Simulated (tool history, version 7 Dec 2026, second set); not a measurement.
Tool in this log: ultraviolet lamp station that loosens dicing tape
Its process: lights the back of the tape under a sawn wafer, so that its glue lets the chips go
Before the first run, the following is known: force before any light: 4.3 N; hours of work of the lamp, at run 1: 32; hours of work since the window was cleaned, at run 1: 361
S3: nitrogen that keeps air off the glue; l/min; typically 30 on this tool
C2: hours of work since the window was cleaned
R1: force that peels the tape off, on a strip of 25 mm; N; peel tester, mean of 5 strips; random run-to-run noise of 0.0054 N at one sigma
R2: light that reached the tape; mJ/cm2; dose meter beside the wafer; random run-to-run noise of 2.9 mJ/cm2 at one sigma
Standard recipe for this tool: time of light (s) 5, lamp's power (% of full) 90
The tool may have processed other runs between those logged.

run 1 hour=0.0 | time_of_light_(s)=5 lamp's_power_(%_of_full)=90 S3=30 | hours_of_work_of_the_lamp=32 C2=361 | R1=0.148 R2=371
run 2 hour=8.1 | time_of_light_(s)=5 lamp's_power_(%_of_full)=90 S3=30 | hours_of_work_of_the_lamp=36 C2=365 | R1=0.146 R2=373
run 3 hour=12.4 | time_of_light_(s)=5 lamp's_power_(%_of_full)=90 S3=19 | hours_of_work_of_the_lamp=38 C2=367 | R1=0.219 R2=371
run 4 hour=17.1 | time_of_light_(s)=5 lamp's_power_(%_of_full)=90 S3=30 | hours_of_work_of_the_lamp=40 C2=369 | R1=0.147 R2=371
run 5 hour=26.2 | time_of_light_(s)=5 lamp's_power_(%_of_full)=90 S3=30 | hours_of_work_of_the_lamp=44 C2=373 | R1=0.147 R2=369
run 6 hour=31.4 | time_of_light_(s)=5 lamp's_power_(%_of_full)=90 S3=30 | hours_of_work_of_the_lamp=47 C2=376 | R1=0.141 R2=365
run 7 hour=40.6 | time_of_light_(s)=5 lamp's_power_(%_of_full)=90 S3=30 | hours_of_work_of_the_lamp=51 C2=380 | R1=0.154 R2=365
run 8 hour=44.9 | time_of_light_(s)=5 lamp's_power_(%_of_full)=90 S3=30 | hours_of_work_of_the_lamp=53 C2=382 | R1=0.152 R2=368
run 9 hour=52.8 | time_of_light_(s)=5 lamp's_power_(%_of_full)=90 S3=30 | hours_of_work_of_the_lamp=57 C2=386 | R1=0.160 R2=364
run 10 hour=56.8 | time_of_light_(s)=5 lamp's_power_(%_of_full)=90 S3=30 | hours_of_work_of_the_lamp=59 C2=388 | R1=0.152 R2=365
run 11 hour=61.6 | time_of_light_(s)=4 lamp's_power_(%_of_full)=90 S3=30 | hours_of_work_of_the_lamp=61 C2=390 | R1=0.252 R2=290
run 12 hour=69.1 | time_of_light_(s)=4 lamp's_power_(%_of_full)=90 S3=30 | hours_of_work_of_the_lamp=64 C2=393 | R1=0.260 R2=292
run 13 hour=78.0 | time_of_light_(s)=3 lamp's_power_(%_of_full)=90 S3=30 | hours_of_work_of_the_lamp=68 C2=397 | R1=0.492 R2=216
run 14 hour=85.2 | time_of_light_(s)=3 lamp's_power_(%_of_full)=90 S3=30 | hours_of_work_of_the_lamp=72 C2=401 | R1=0.501 R2=218
run 15 hour=89.3 | time_of_light_(s)=3 lamp's_power_(%_of_full)=90 S3=30 | hours_of_work_of_the_lamp=73 C2=403 | R1=0.493 R2=217
run 16 hour=93.6 | time_of_light_(s)=5 lamp's_power_(%_of_full)=64 S3=30 | hours_of_work_of_the_lamp=76 C2=405 | R1=0.350 R2=257
run 17 hour=97.3 | time_of_light_(s)=5 lamp's_power_(%_of_full)=64 S3=30 | hours_of_work_of_the_lamp=77 C2=406 | R1=0.337 R2=255
run 18 hour=102.7 | time_of_light_(s)=5 lamp's_power_(%_of_full)=64 S3=30 | hours_of_work_of_the_lamp=80 C2=409 | R1=0.354 R2=252
run 19 hour=111.8 | time_of_light_(s)=5 lamp's_power_(%_of_full)=64 S3=30 | hours_of_work_of_the_lamp=84 C2=413 | R1=0.351 R2=256
run 20 hour=120.6 | time_of_light_(s)=5 lamp's_power_(%_of_full)=64 S3=30 | hours_of_work_of_the_lamp=88 C2=417 | R1=0.360 R2=254
run 21 hour=125.6 | time_of_light_(s)=5 lamp's_power_(%_of_full)=90 S3=30 | hours_of_work_of_the_lamp=90 C2=419 | R1=0.158 R2=349
run 22 hour=133.6 | time_of_light_(s)=5 lamp's_power_(%_of_full)=90 S3=30 | hours_of_work_of_the_lamp=94 C2=423 | R1=0.161 R2=356
run 23 hour=142.2 | time_of_light_(s)=3 lamp's_power_(%_of_full)=96 S3=30 | hours_of_work_of_the_lamp=98 C2=427 | R1=0.457 R2=226
run 24 hour=151.1 | time_of_light_(s)=3 lamp's_power_(%_of_full)=96 S3=30 | hours_of_work_of_the_lamp=102 C2=431 | R1=0.469 R2=226
run 25 hour=159.2 | time_of_light_(s)=6 lamp's_power_(%_of_full)=65 S3=20 | hours_of_work_of_the_lamp=106 C2=435 | R1=0.333 R2=304
run 26 hour=167.5 | time_of_light_(s)=4 lamp's_power_(%_of_full)=75 S3=15 | hours_of_work_of_the_lamp=110 C2=439 | R1=0.702 R2=235
-- hour=168.8 window cleaned of glue's vapour
run 27 hour=171.7 | time_of_light_(s)=4 lamp's_power_(%_of_full)=75 S3=15 | hours_of_work_of_the_lamp=111 C2=1 | R1=0.789 R2=224
run 28 hour=175.5 | time_of_light_(s)=4 lamp's_power_(%_of_full)=79 S3=15 | hours_of_work_of_the_lamp=113 C2=3 | R1=0.729 R2=234
run 29 hour=183.4 | time_of_light_(s)=4 lamp's_power_(%_of_full)=61 S3=13 | hours_of_work_of_the_lamp=117 C2=7 | R1=1.147 R2=183
run 30 hour=189.2 | time_of_light_(s)=7 lamp's_power_(%_of_full)=61 S3=36 | hours_of_work_of_the_lamp=119 C2=9 | R1=0.186 R2=316
-- hour=190.5 window cleaned of glue's vapour, once more
run 31 hour=195.5 | time_of_light_(s)=7 lamp's_power_(%_of_full)=61 S3=36 | hours_of_work_of_the_lamp=122 C2=2 | R1=0.114 R2=386
run 32 hour=202.1 | time_of_light_(s)=7 lamp's_power_(%_of_full)=64 S3=36 | hours_of_work_of_the_lamp=125 C2=5 | R1=0.097 R2=400
run 33 hour=210.8 | time_of_light_(s)=7 lamp's_power_(%_of_full)=75 S3=36 | hours_of_work_of_the_lamp=129 C2=9 | R1=0.076 R2=469
run 34 hour=216.1 | time_of_light_(s)=5 lamp's_power_(%_of_full)=84 S3=28 | hours_of_work_of_the_lamp=132 C2=12 | R1=0.144 R2=374
run 35 hour=220.0 | time_of_light_(s)=5 lamp's_power_(%_of_full)=84 S3=28 | hours_of_work_of_the_lamp=133 C2=14 | R1=0.151 R2=367
run 36 hour=225.6 | time_of_light_(s)=10 lamp's_power_(%_of_full)=87 S3=9 | hours_of_work_of_the_lamp=136 C2=16 | R1=0.089 R2=777
run 37 hour=233.9 | time_of_light_(s)=7 lamp's_power_(%_of_full)=72 S3=30 | hours_of_work_of_the_lamp=140 C2=20 | R1=0.096 R2=444
run 38 hour=242.6 | time_of_light_(s)=7 lamp's_power_(%_of_full)=72 S3=30 | hours_of_work_of_the_lamp=144 C2=24 | R1=0.104 R2=444
run 39 hour=251.1 | time_of_light_(s)=3 lamp's_power_(%_of_full)=66 S3=18 | hours_of_work_of_the_lamp=148 C2=28 | R1=1.039 R2=175
run 40 hour=256.7 | time_of_light_(s)=2 lamp's_power_(%_of_full)=74 S3=25 | hours_of_work_of_the_lamp=150 C2=31 | R1=1.221 R2=130
run 41 hour=264.5 | time_of_light_(s)=2 lamp's_power_(%_of_full)=74 S3=25 | hours_of_work_of_the_lamp=154 C2=34 | R1=1.255 R2=131
run 42 hour=271.6 | time_of_light_(s)=2 lamp's_power_(%_of_full)=74 S3=25 | hours_of_work_of_the_lamp=157 C2=37 | R1=1.248 R2=130
run 43 hour=279.4 | time_of_light_(s)=8 lamp's_power_(%_of_full)=72 S3=48 | hours_of_work_of_the_lamp=161 C2=41 | R1=0.067 R2=496

Below, some changes in R1 between adjacent runs. For each, the amount present without the hidden state too (settings, incoming material, random variation) and the amount remaining for the hidden state with gauge scatter not shared by both compared results:
Hidden state at play: lamp's light, % of a new lamp's; light that the window lets through, % of a clean one's; drift of the gauge itself on peel_n, %; drift of the gauge itself on dose_mj_cm2, %.
Run 29 -> 30: time of light (s) 4 -> 7, S3 13 -> 36. R1 -0.961 N: hidden state -0.277, all else -0.684.
Run 38 -> 39: time of light (s) 7 -> 3, lamp's power (% of full) 72 -> 66, S3 30 -> 18. R1 +0.935 N: hidden state +0.107, all else +0.828.
Run 42 -> 43: time of light (s) 2 -> 8, lamp's power (% of full) 74 -> 72, S3 25 -> 48. R1 -1.181 N: hidden state -0.131, all else -1.050.
